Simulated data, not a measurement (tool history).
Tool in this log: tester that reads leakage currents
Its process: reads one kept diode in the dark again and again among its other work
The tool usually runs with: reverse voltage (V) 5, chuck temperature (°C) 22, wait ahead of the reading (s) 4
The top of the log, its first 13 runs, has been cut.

run	day	reverse voltage (V)	chuck temperature (°C)	wait ahead of the reading (s)	current that the tester gives (pA)
14	20.092	3.56	22	4	146.97
15	21.846	3.56	22	4	149.71
16	23.921	1.03	22	4	95.13
17	24.858	1.03	22	4	94.68
18	26.412	1.03	22	4	95.05
19	28.5	5	27	4	244.04
20	29.583	5	27	4	246.04
21	31.558	5	27	4	246.2
22	33.458	5	27	4	247.08
23	35.042	2.54	46	0.64	696.87
24	36.446	5.7	44	7.49	819.8
25	38.258	5.7	44	7.49	816.91
26	40.017	3.85	38	4	484.57
27	41.312	1.45	53	8.02	887.16
28	42.792	1.45	53	8.02	889.73
29	44.317	1.45	53	0.53	889.63
30	45.525	1.02	46	3.91	505.91
31	46.95	7.57	22	2.88	208.37
32	48.338	12.13	59	2.56	2753.86
33	49.692	1.49	22	4	113.21
# day 51.383: chuck's temperature calibrated
34	51.85	11.43	22	0.44	218.12
35	53.521	11.43	22	2.54	209.74
36	55.371	2.35	22	0.61	113.32

Forecast each of these 3 alternatives for the next run:
A	57.025	5.7	35	6.59	?
B	57.025	5	22	2.04	?
C	57.025	2.35	22	0.42	?

run	current that the tester gives (pA)
A	392.74
B	151.2
C	115.11
With the hidden condition removed and each run's random variation left untouched, the same runs would have given:
run	current that the tester gives (pA)
A	381.07
B	141.94
C	110.52

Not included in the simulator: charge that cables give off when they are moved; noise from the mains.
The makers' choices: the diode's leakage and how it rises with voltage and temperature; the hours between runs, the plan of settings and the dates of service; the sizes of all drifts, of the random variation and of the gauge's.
